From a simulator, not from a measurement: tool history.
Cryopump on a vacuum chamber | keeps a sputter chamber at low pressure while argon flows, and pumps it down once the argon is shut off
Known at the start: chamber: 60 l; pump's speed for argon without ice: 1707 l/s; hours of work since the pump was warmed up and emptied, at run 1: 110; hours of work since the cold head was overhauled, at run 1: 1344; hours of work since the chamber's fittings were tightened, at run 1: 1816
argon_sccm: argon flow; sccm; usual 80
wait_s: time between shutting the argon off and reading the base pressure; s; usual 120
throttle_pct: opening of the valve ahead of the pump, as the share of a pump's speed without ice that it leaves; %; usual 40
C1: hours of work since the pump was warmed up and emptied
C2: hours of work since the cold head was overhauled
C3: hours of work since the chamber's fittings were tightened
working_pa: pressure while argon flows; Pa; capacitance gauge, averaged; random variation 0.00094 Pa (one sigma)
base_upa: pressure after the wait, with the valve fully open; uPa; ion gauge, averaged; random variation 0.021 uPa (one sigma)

Run 1, day 0: usual settings; C1 110; C2 1344; C3 1816. Result: working_pa 0.2049 Pa, base_upa 1.16 uPa.
Run 2, day 1.871: usual settings; C1 145; C2 1379; C3 1852. Result: working_pa 0.2061 Pa, base_upa 1.19 uPa.
Run 3, day 3.042: usual settings; C1 168; C2 1402; C3 1874. Result: working_pa 0.2089 Pa, base_upa 1.19 uPa.
Run 4, day 4.088: usual settings; C1 188; C2 1422; C3 1894. Result: working_pa 0.2086 Pa, base_upa 1.27 uPa.
Run 5, day 5.742: usual settings; C1 219; C2 1453; C3 1926. Result: working_pa 0.2127 Pa, base_upa 1.25 uPa.
Run 6, day 6.962: usual settings but argon_sccm 56 sccm, wait_s 85 s, throttle_pct 39 %; C1 242; C2 1476; C3 1949. Result: working_pa 0.1539 Pa, base_upa 1.45 uPa.
Run 7, day 8.046: usual settings but argon_sccm 56 sccm, wait_s 85 s, throttle_pct 39 %; C1 263; C2 1497; C3 1970. Result: working_pa 0.1552 Pa, base_upa 1.45 uPa.
Run 8, day 9.45: usual settings but argon_sccm 37 sccm, wait_s 28 s, throttle_pct 33 %; C1 290; C2 1524; C3 1996. Result: working_pa 0.1205 Pa, base_upa 2.49 uPa.
Run 9, day 10.558: usual settings but argon_sccm 75 sccm, wait_s 273 s, throttle_pct 27 %; C1 311; C2 1545; C3 2017. Result: working_pa 0.2968 Pa, base_upa 1.17 uPa.
Run 10, day 11.504: usual settings but argon_sccm 75 sccm, wait_s 33 s, throttle_pct 21 %; C1 329; C2 1563; C3 2035. Result: working_pa 0.3762 Pa, base_upa 2.32 uPa.

The same runs without the tool's hidden state, with the same run-to-run variation:
The hidden state here: pump's speed, % of a pump's without ice; cold plate's temperature, K; leak into the chamber, uPa l/s; drift of the gauge itself on working_pa, %; drift of the gauge itself on base_upa, %.
run  working_pa  base_upa
  1       0.198      0.54
  2      0.1969      0.52
  3       0.198       0.5
  4      0.1966      0.58
  5      0.1982      0.52
  6      0.1425      0.68
  7      0.1427      0.67
  8      0.1112      1.66
  9      0.2762      0.32
 10      0.3541      1.45

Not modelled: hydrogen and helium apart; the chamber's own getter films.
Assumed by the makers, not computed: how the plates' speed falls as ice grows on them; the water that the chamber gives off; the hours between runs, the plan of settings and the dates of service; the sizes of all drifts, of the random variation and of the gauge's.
